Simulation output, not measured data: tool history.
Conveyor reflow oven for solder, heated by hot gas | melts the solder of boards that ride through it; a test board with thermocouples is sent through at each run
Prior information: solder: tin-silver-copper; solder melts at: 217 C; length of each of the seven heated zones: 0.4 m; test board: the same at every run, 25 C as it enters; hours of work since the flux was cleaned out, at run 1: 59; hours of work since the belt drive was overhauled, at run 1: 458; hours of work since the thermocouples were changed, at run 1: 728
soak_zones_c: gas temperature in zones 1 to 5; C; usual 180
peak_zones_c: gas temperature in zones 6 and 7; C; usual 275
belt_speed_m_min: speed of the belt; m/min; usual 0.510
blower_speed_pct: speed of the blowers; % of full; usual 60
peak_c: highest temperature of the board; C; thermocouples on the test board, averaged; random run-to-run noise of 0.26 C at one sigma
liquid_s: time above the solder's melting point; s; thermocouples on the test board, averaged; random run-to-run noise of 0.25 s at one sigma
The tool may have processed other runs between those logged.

run,hour,soak_zones_c,peak_zones_c,belt_speed_m_min,blower_speed_pct,hours of work since the flux was cleaned out,hours of work since the belt drive was overhauled,hours of work since the thermocouples were changed,peak_c,liquid_s
1,0.0,180,275,0.510,60,59,458,728,261.3,80.9
2,28.6,180,275,0.510,60,74,473,743,261.2,80.6
3,70.2,180,275,0.510,60,96,495,765,261.8,80.6
4,115.4,180,275,0.426,60,120,519,789,266.5,102.1
5,151.3,180,275,0.510,60,139,538,808,261.1,81.3
6,191.1,180,277,0.510,60,160,559,830,263.3,82.7
7,243.8,180,277,0.510,60,188,587,858,263.0,82.6
8,273.9,180,277,0.510,60,204,603,874,262.7,82.3
9,314.9,180,277,0.510,60,226,625,896,263.1,82.7
10,343.8,180,277,0.510,60,242,641,911,262.6,82.5
11,406.2,180,277,0.510,60,275,674,944,262.7,82.2
12,454.8,180,277,0.510,60,301,700,970,262.4,82.0
13,510.9,180,278,0.510,76,331,729,1000,266.9,85.3
# hour 550.2: flux residue cleaned out of gas plates and filters
14,569.7,180,275,0.604,72,10,758,1029,260.5,68.0
15,624.0,170,275,0.413,60,39,787,1057,267.5,101.4
16,665.4,181,270,0.413,60,61,809,1079,264.4,105.5
17,702.0,177,278,0.447,68,81,829,1099,271.1,99.3
18,742.7,194,271,0.590,68,102,850,1121,259.1,75.7
# hour 770.7: belt drive overhauled, speed set with a stopwatch
19,782.3,180,275,0.510,86,121,6,1140,267.0,84.4
20,848.5,180,274,0.568,60,157,41,1175,257.4,68.2
21,915.7,180,274,0.568,60,192,77,1211,257.2,68.3
22,949.9,176,274,0.521,66,211,95,1229,260.9,76.5
23,981.6,180,266,0.478,57,227,112,1246,255.1,80.5

Run by run, hidden condition taken away, random variation retained:
Hidden state present: heat that the gas passes to the board, % of a clean oven's; belt's true speed, % of the reading; true gas temperature in zones 6 and 7 over the reading, C; drift of the gauge itself on peak_c, C; drift of the gauge itself on liquid_s, %.
run,peak_c,liquid_s
1,259.4,78.6
2,259.3,78.3
3,260.0,78.4
4,264.6,99.4
5,259.5,79.1
6,261.6,80.5
7,261.5,80.5
8,261.2,80.2
9,261.7,80.6
10,261.2,80.4
11,261.4,80.2
12,261.3,80.0
13,265.9,83.4
14,257.3,64.6
15,264.2,97.0
16,261.1,101.0
17,267.9,95.3
18,256.3,72.4
19,264.7,83.2
20,255.6,67.0
21,255.5,67.2
22,259.1,75.3
23,252.9,78.9
